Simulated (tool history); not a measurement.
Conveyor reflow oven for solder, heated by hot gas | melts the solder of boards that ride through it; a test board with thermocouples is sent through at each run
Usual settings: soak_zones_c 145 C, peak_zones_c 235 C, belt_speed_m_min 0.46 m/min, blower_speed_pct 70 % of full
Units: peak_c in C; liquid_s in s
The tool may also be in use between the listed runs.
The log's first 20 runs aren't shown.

run 21 hour=128 | soak_zones_c=145 peak_zones_c=226 belt_speed_m_min=0.539 blower_speed_pct=70 | peak_c=204.3 liquid_s=53.3
run 22 hour=133 | soak_zones_c=145 peak_zones_c=226 belt_speed_m_min=0.389 blower_speed_pct=85 | peak_c=216 liquid_s=98
run 23 hour=137.4 | soak_zones_c=145 peak_zones_c=226 belt_speed_m_min=0.389 blower_speed_pct=85 | peak_c=216.3 liquid_s=99
run 24 hour=144.4 | soak_zones_c=145 peak_zones_c=239 belt_speed_m_min=0.389 blower_speed_pct=85 | peak_c=227.3 liquid_s=109.8
run 25 hour=149 | soak_zones_c=145 peak_zones_c=239 belt_speed_m_min=0.389 blower_speed_pct=85 | peak_c=228 liquid_s=108.7
run 26 hour=156.5 | soak_zones_c=140 peak_zones_c=232 belt_speed_m_min=0.46 blower_speed_pct=70 | peak_c=213 liquid_s=74.4
run 27 hour=161.4 | soak_zones_c=138 peak_zones_c=241 belt_speed_m_min=0.431 blower_speed_pct=50 | peak_c=215.5 liquid_s=79.9
run 28 hour=169.5 | soak_zones_c=137 peak_zones_c=241 belt_speed_m_min=0.427 blower_speed_pct=50 | peak_c=216.1 liquid_s=80.1
run 29 hour=173.5 | soak_zones_c=145 peak_zones_c=235 belt_speed_m_min=0.403 blower_speed_pct=76 | peak_c=221.8 liquid_s=98.9
run 30 hour=178.8 | soak_zones_c=140 peak_zones_c=235 belt_speed_m_min=0.46 blower_speed_pct=55 | peak_c=210.5 liquid_s=69.3
run 31 hour=186.9 | soak_zones_c=132 peak_zones_c=233 belt_speed_m_min=0.46 blower_speed_pct=70 | peak_c=211.6 liquid_s=68.9

4 ways to go on from here, each from the tool as it stands after run 31. What would each give?
run A hour=193.9 | soak_zones_c=144 peak_zones_c=235 belt_speed_m_min=0.383 blower_speed_pct=77 | peak_c=? liquid_s=?
run B hour=193.9 | soak_zones_c=132 peak_zones_c=223 belt_speed_m_min=0.391 blower_speed_pct=70 | peak_c=? liquid_s=?
run C hour=193.9 | soak_zones_c=141 peak_zones_c=233 belt_speed_m_min=0.46 blower_speed_pct=70 | peak_c=? liquid_s=?
run D hour=193.9 | soak_zones_c=146 peak_zones_c=246 belt_speed_m_min=0.46 blower_speed_pct=70 | peak_c=? liquid_s=?

run=A peak_c=222.9 liquid_s=104.7
run=B peak_c=208.8 liquid_s=78.6
run=C peak_c=213.8 liquid_s=75.2
run=D peak_c=226 liquid_s=90.2
Without the tool's hidden state the same runs would have given:
run=A peak_c=225.3 liquid_s=106.5
run=B peak_c=211.2 liquid_s=82.7
run=C peak_c=216.6 liquid_s=78.4
run=D peak_c=228.9 liquid_s=92
